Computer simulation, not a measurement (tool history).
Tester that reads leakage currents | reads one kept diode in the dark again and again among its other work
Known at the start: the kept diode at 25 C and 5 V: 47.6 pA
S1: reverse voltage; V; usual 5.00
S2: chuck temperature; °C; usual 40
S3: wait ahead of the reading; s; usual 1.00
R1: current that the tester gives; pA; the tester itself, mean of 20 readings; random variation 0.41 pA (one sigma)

Run 1, day 0.000: usual settings. Result: R1 139.22 pA.
Run 2, day 7.608: usual settings but S2 22 °C. Result: R1 42.02 pA.
Run 3, day 12.300: usual settings but S2 44 °C. Result: R1 186.24 pA.
Run 4, day 17.850: usual settings but S2 44 °C. Result: R1 188.12 pA.
Run 5, day 25.329: usual settings but S2 44 °C. Result: R1 190.80 pA.
Run 6, day 32.367: usual settings but S2 44 °C. Result: R1 194.13 pA.
Run 7, day 37.100: usual settings. Result: R1 152.05 pA.
Run 8, day 43.292: usual settings. Result: R1 154.05 pA.
Run 9, day 53.850: usual settings but S1 15.06 V, S2 32 °C, S3 0.38 s. Result: R1 162.58 pA.
At day 54.771: chuck's temperature calibrated.
Run 10, day 61.304: usual settings but S2 22 °C. Result: R1 44.55 pA.
Run 11, day 71.621: usual settings but S2 22 °C. Result: R1 45.82 pA.
Run 12, day 78.083: usual settings but S2 22 °C. Result: R1 46.86 pA.
Run 13, day 83.262: usual settings but S1 12.41 V, S2 22 °C. Result: R1 77.70 pA.
Run 14, day 87.921: usual settings but S1 7.37 V, S2 20 °C, S3 0.46 s. Result: R1 53.48 pA.

The next listed run, before its measurement:
Run 15, day 96.871: usual settings but S1 7.37 V, S2 20 °C, S3 0.46 s. Result: R1 ?.

Run 15 gave R1 54.75 pA.
Without the tool's hidden state the same run would have given R1 39.96 pA.

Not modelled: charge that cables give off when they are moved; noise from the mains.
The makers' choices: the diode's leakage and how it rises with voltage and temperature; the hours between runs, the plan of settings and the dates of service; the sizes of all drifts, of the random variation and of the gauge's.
